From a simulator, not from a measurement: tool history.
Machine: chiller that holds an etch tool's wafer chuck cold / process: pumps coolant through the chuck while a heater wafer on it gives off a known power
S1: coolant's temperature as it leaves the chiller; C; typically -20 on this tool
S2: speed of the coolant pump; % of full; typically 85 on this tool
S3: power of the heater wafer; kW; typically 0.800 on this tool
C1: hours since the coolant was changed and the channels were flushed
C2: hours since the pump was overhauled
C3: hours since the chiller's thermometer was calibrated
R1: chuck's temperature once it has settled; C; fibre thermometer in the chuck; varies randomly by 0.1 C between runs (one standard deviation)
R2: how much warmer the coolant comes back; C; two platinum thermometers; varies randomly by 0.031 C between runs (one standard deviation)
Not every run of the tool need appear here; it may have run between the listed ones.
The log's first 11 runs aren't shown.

Run 12, day 12.358: usual settings; C1 5270; C2 1529; C3 2009. Result: R1 -14.8 C, R2 2.26 C.
Run 13, day 13.208: usual settings; C1 5291; C2 1550; C3 2029. Result: R1 -14.7 C, R2 2.34 C.
Run 14, day 14.617: usual settings but S3 0.660 kW; C1 5324; C2 1583; C3 2063. Result: R1 -15.7 C, R2 1.87 C.
Run 15, day 15.983: usual settings but S3 0.762 kW; C1 5357; C2 1616; C3 2096. Result: R1 -15.0 C, R2 2.11 C.
Run 16, day 17.088: usual settings but S3 1.015 kW; C1 5384; C2 1643; C3 2122. Result: R1 -13.3 C, R2 2.83 C.
Run 17, day 18.783: usual settings but S1 -23 C, S3 1.070 kW; C1 5424; C2 1683; C3 2163. Result: R1 -15.9 C, R2 3.00 C.
Run 18, day 20.054: usual settings but S1 -22 C, S2 63 % of full, S3 0.994 kW; C1 5455; C2 1714; C3 2193. Result: R1 -13.6 C, R2 3.75 C.
Run 19, day 21.483: usual settings but S1 -22 C, S2 63 % of full, S3 0.994 kW; C1 5489; C2 1748; C3 2228. Result: R1 -13.5 C, R2 3.79 C.
Run 20, day 22.492: usual settings but S2 70 % of full, S3 0.476 kW; C1 5513; C2 1772; C3 2252. Result: R1 -16.4 C, R2 1.60 C.
Run 21, day 23.612: usual settings but S2 70 % of full, S3 0.476 kW; C1 5540; C2 1799; C3 2279. Result: R1 -16.4 C, R2 1.71 C.
Run 22, day 24.908: usual settings but S2 94 % of full; C1 5571; C2 1830; C3 2310. Result: R1 -15.1 C, R2 2.07 C.
Run 23, day 26.012: usual settings but S1 -24 C, S2 97 % of full; C1 5598; C2 1857; C3 2336. Result: R1 -19.2 C, R2 1.96 C.
Run 24, day 27.142: usual settings but S1 -24 C, S2 97 % of full; C1 5625; C2 1884; C3 2363. Result: R1 -19.4 C, R2 1.92 C.
Run 25, day 27.883: usual settings but S1 -12 C, S2 98 % of full, S3 0.608 kW; C1 5643; C2 1902; C3 2381. Result: R1 -8.5 C, R2 1.45 C.
Run 26, day 29.575: usual settings but S3 0.795 kW; C1 5683; C2 1942; C3 2422. Result: R1 -14.7 C, R2 2.25 C.
Run 27, day 31.000: usual settings but S1 -18 C, S3 0.524 kW; C1 5718; C2 1977; C3 2456. Result: R1 -14.5 C, R2 1.48 C.
Run 28, day 31.729: usual settings but S1 -24 C, S3 0.805 kW; C1 5735; C2 1994; C3 2473. Result: R1 -18.5 C, R2 2.26 C.
Run 29, day 32.938: usual settings but S1 -24 C, S3 0.805 kW; C1 5764; C2 2023; C3 2502. Result: R1 -18.7 C, R2 2.25 C.
Run 30, day 34.333: usual settings but S1 -24 C, S2 65 % of full, S3 0.805 kW; C1 5798; C2 2057; C3 2536. Result: R1 -17.3 C, R2 2.96 C.
Run 31, day 35.296: usual settings but S1 -13 C, S2 88 % of full, S3 0.743 kW; C1 5821; C2 2080; C3 2559. Result: R1 -8.1 C, R2 2.09 C.

Below are 4 alternative next runs, each starting from the tool's condition after run 31. Predict each:
Run A, day 36.767: usual settings but S1 -13 C, S2 88 % of full, S3 0.807 kW; C1 5856; C2 2115; C3 2594. Result: R1 ?, R2 ?.
Run B, day 36.767: usual settings but S1 -16 C, S2 89 % of full, S3 0.928 kW; C1 5856; C2 2115; C3 2594. Result: R1 ?, R2 ?.
Run C, day 36.767: usual settings but S1 -26 C, S3 0.614 kW; C1 5856; C2 2115; C3 2594. Result: R1 ?, R2 ?.
Run D, day 36.767: usual settings but S1 -18 C, S2 71 % of full, S3 0.743 kW; C1 5856; C2 2115; C3 2594. Result: R1 ?, R2 ?.

run     R1    R2
  A   -7.7  2.20
  B  -10.2  2.51
  C  -22.0  1.71
  D  -12.3  2.50
With the hidden condition removed and each run's random variation left untouched, the same runs would have given:
run     R1    R2
  A   -7.7  2.20
  B  -10.3  2.51
  C  -22.0  1.71
  D  -12.3  2.50
